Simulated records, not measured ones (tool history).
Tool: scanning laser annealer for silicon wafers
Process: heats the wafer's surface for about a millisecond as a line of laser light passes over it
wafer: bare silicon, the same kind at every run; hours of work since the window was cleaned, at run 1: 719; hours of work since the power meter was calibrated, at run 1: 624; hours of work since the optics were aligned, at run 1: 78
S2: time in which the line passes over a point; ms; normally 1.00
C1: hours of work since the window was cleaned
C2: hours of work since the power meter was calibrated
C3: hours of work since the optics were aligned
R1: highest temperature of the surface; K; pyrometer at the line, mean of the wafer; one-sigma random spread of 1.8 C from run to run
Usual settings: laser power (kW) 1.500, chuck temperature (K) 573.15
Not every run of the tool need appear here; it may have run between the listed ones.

Run 1, day 0.000: usual settings; C1 719; C2 624; C3 78. Result: R1 1258.15 K.
Run 2, day 1.579: usual settings but laser power (kW) 1.357; C1 741; C2 646; C3 100. Result: R1 1177.15 K.
Run 3, day 2.383: usual settings but laser power (kW) 1.484; C1 752; C2 657; C3 111. Result: R1 1249.15 K.
Run 4, day 3.608: usual settings but laser power (kW) 1.484; C1 769; C2 674; C3 128. Result: R1 1244.15 K.
Run 5, day 4.412: usual settings but laser power (kW) 1.484; C1 780; C2 685; C3 139. Result: R1 1245.15 K.
Run 6, day 5.888: usual settings but laser power (kW) 1.484, S2 0.90 ms; C1 800; C2 706; C3 159. Result: R1 1202.15 K.
Run 7, day 6.896: usual settings but laser power (kW) 1.484, S2 0.90 ms; C1 814; C2 719; C3 173. Result: R1 1203.15 K.
Run 8, day 7.596: usual settings but laser power (kW) 1.484, S2 0.90 ms, chuck temperature (K) 533.15; C1 824; C2 729; C3 183. Result: R1 1164.15 K.
Run 9, day 8.575: usual settings but chuck temperature (K) 554.15; C1 837; C2 743; C3 196. Result: R1 1233.15 K.
Run 10, day 9.354: usual settings but chuck temperature (K) 554.15; C1 848; C2 753; C3 207. Result: R1 1228.15 K.
Run 11, day 10.125: usual settings; C1 859; C2 764; C3 218. Result: R1 1248.15 K.
At day 10.696: window over the wafer cleaned.
Run 12, day 11.138: usual settings; C1 6; C2 777; C3 231. Result: R1 1301.15 K.
Run 13, day 11.871: usual settings; C1 16; C2 787; C3 241. Result: R1 1299.15 K.
Run 14, day 12.683: usual settings but chuck temperature (K) 551.15; C1 27; C2 798; C3 252. Result: R1 1274.15 K.
Run 15, day 13.783: usual settings but chuck temperature (K) 551.15; C1 43; C2 813; C3 267. Result: R1 1274.15 K.
Run 16, day 14.808: usual settings but chuck temperature (K) 551.15; C1 57; C2 827; C3 281. Result: R1 1272.15 K.
Run 17, day 15.962: usual settings but S2 0.90 ms; C1 73; C2 843; C3 297. Result: R1 1252.15 K.
Run 18, day 16.825: usual settings but S2 0.90 ms; C1 84; C2 855; C3 309. Result: R1 1250.15 K.
Run 19, day 18.092: usual settings but laser power (kW) 1.531; C1 102; C2 872; C3 326. Result: R1 1312.15 K.
Run 20, day 19.767: usual settings; C1 125; C2 896; C3 349. Result: R1 1289.15 K.
Run 21, day 20.650: usual settings; C1 137; C2 908; C3 362. Result: R1 1293.15 K.
Run 22, day 21.846: usual settings but S2 0.92 ms; C1 154; C2 924; C3 378. Result: R1 1254.15 K.
Run 23, day 22.804: usual settings but S2 0.96 ms; C1 167; C2 937; C3 391. Result: R1 1271.15 K.
Run 24, day 24.167: usual settings but laser power (kW) 1.436, S2 0.98 ms, chuck temperature (K) 563.15; C1 186; C2 956; C3 410. Result: R1 1231.15 K.
Run 25, day 25.512: usual settings but laser power (kW) 1.645, chuck temperature (K) 554.15; C1 204; C2 975; C3 428. Result: R1 1352.15 K.
Run 26, day 27.033: usual settings but laser power (kW) 1.308, S2 0.92 ms, chuck temperature (K) 559.15; C1 225; C2 996; C3 449. Result: R1 1131.15 K.
Run 27, day 27.958: usual settings but laser power (kW) 1.308, S2 0.92 ms, chuck temperature (K) 548.15; C1 238; C2 1008; C3 462. Result: R1 1119.15 K.
Run 28, day 28.858: usual settings but laser power (kW) 1.346, chuck temperature (K) 598.15; C1 250; C2 1021; C3 475. Result: R1 1223.15 K.
Run 29, day 30.050: usual settings but laser power (kW) 1.346, chuck temperature (K) 598.15; C1 266; C2 1037; C3 491. Result: R1 1218.15 K.
Run 30, day 31.233: usual settings but S2 0.98 ms, chuck temperature (K) 564.15; C1 283; C2 1053; C3 507. Result: R1 1262.15 K.
Run 31, day 32.558: usual settings but laser power (kW) 1.296, S2 0.80 ms, chuck temperature (K) 605.15; C1 301; C2 1072; C3 526. Result: R1 1125.15 K.
Run 32, day 34.079: usual settings but laser power (kW) 1.505; C1 322; C2 1093; C3 546. Result: R1 1278.15 K.
Run 33, day 34.783: usual settings but laser power (kW) 1.505, S2 0.76 ms, chuck temperature (K) 609.15; C1 332; C2 1102; C3 556. Result: R1 1214.15 K.
Run 34, day 35.975: usual settings but laser power (kW) 1.468, S2 0.77 ms, chuck temperature (K) 586.15; C1 348; C2 1119; C3 573. Result: R1 1173.15 K.
Run 35, day 37.308: usual settings but S2 0.82 ms, chuck temperature (K) 590.15; C1 366; C2 1137; C3 591. Result: R1 1212.15 K.
Run 36, day 38.379: usual settings but S2 0.72 ms, chuck temperature (K) 538.15; C1 381; C2 1152; C3 606. Result: R1 1116.15 K.
Run 37, day 39.383: usual settings but laser power (kW) 1.486, S2 0.93 ms; C1 395; C2 1166; C3 619. Result: R1 1233.15 K.
Run 38, day 40.775: usual settings but laser power (kW) 1.545, S2 0.99 ms; C1 414; C2 1185; C3 639. Result: R1 1294.15 K.
Run 39, day 41.508: usual settings but laser power (kW) 1.545, S2 0.99 ms; C1 424; C2 1195; C3 649. Result: R1 1289.15 K.
Run 40, day 42.567: usual settings but laser power (kW) 1.545, S2 0.85 ms, chuck temperature (K) 602.15; C1 439; C2 1209; C3 663. Result: R1 1256.15 K.

What differs in the tool's unlogged condition from the final listed run ahead of each entry between runs to the first listed run following it?
From run 11 to run 12: window over the wafer cleaned (day 10.696)
  light that passes the window, % of a clean one's: 94.01 -> 99.67; laser's true power over the reading, %: 0.44 -> 0.45; width of the line over the set one, %: 1.26 -> 1.3
  difference, measured minus the result without the unlogged condition, R1: -55.00 -> -5.00 K
